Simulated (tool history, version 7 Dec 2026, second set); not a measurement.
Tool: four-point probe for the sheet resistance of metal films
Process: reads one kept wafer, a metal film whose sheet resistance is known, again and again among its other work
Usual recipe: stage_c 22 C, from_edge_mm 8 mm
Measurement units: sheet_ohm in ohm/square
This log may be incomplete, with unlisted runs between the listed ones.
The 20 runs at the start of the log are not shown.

run,hour,stage_c,from_edge_mm,sheet_ohm
21,359.7,30,32,25.829920
22,383.6,30,32,25.812470
23,401.6,34,53,25.774758
24,415.3,28,8,25.897410
25,432.5,26,4,26.192898
26,444.2,31,39,25.804465
27,462.8,31,39,25.804046
28,483.6,31,39,25.811812
29,506.2,35,27,25.781066
30,520.0,19,32,25.902100
31,544.9,19,32,25.909453
32,564.5,30,5,26.036173
33,580.9,30,5,26.033920
34,601.2,33,54,25.789463
35,614.9,30,8,25.893908

Alternative continuations, all from the tool just after run 35; predict every row:
A,628.5,25,10,?
B,628.5,24,8,?
C,628.5,19,8,?
D,628.5,26,46,?
E,628.5,23,8,?

run,sheet_ohm
A,25.911053
B,25.953853
C,25.988266
D,25.849049
E,25.957046
With the hidden condition removed and each run's random variation left untouched, the same runs would have given:
run,sheet_ohm
A,25.906744
B,25.949535
C,25.983934
D,25.844751
E,25.952726
